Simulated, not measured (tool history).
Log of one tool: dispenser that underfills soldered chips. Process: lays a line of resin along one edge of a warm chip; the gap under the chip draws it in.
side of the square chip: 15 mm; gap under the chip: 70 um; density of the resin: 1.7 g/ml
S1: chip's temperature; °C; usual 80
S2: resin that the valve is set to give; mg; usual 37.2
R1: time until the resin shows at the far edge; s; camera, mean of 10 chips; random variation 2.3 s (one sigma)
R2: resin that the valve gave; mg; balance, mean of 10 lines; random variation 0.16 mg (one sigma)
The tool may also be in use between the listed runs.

run,hour,S1,S2,R1,R2
1,0.0,80,37.2,227.4,37.06
# hour 15.4: new syringe of resin
2,16.7,80,37.2,237.9,36.85
3,29.8,80,37.2,452.0,37.24
# hour 31.1: new syringe of resin
4,44.5,81,37.2,426.1,36.74
# hour 46.1: new syringe of resin
5,55.1,81,37.2,345.2,36.44
# hour 61.4: new syringe of resin
6,62.2,80,44.0,232.6,43.36
# hour 76.3: new syringe of resin
7,77.6,80,44.0,236.9,43.01
# hour 91.5: new syringe of resin
8,93.0,80,37.2,244.9,36.27
# hour 107.1: new syringe of resin
9,107.9,80,37.2,237.9,36.02
# hour 122.7: new syringe of resin
10,123.0,69,37.2,340.3,36.07
11,131.3,69,37.2,510.6,35.97
# hour 138.8: new syringe of resin
12,142.8,85,37.2,242.3,35.55
13,151.7,84,37.2,384.1,35.66
# hour 154.7: new syringe of resin
14,162.6,84,37.2,296.9,35.52
# hour 170.2: new syringe of resin
15,174.1,76,34.4,324.1,32.81
# hour 185.1: new syringe of resin
16,186.6,94,42.3,156.8,40.12
17,194.9,87,43.8,287.4,41.58
# hour 200.2: new syringe of resin
18,209.2,77,37.2,396.6,35.08
# hour 215.7: new syringe of resin
19,222.5,77,37.2,359.2,34.73
# hour 230.6: new syringe of resin
20,230.6,77,37.2,261.3,34.79
# hour 236.5: dispensing valve cleaned and set on the balance
# hour 246.7: new syringe of resin
21,248.0,70,33.9,365.7,33.67
22,257.7,70,33.9,586.2,33.86
# hour 261.6: new syringe of resin
23,272.3,70,41.0,564.7,40.58

3 ways to go on from here, each from the tool as it stands after run 23. What would each give?
# hour 277.0: new syringe of resin
A,289.0,80,38.5,?,?
# hour 277.0: new syringe of resin
B,289.0,74,34.7,?,?
# hour 277.0: new syringe of resin
C,289.0,77,41.0,?,?

run,R1,R2
A,411.5,37.85
B,518.6,34.10
C,450.2,40.65
Without the tool's hidden state the same runs would have given:
run,R1,R2
A,222.3,38.47
B,279.7,34.65
C,243.5,41.31

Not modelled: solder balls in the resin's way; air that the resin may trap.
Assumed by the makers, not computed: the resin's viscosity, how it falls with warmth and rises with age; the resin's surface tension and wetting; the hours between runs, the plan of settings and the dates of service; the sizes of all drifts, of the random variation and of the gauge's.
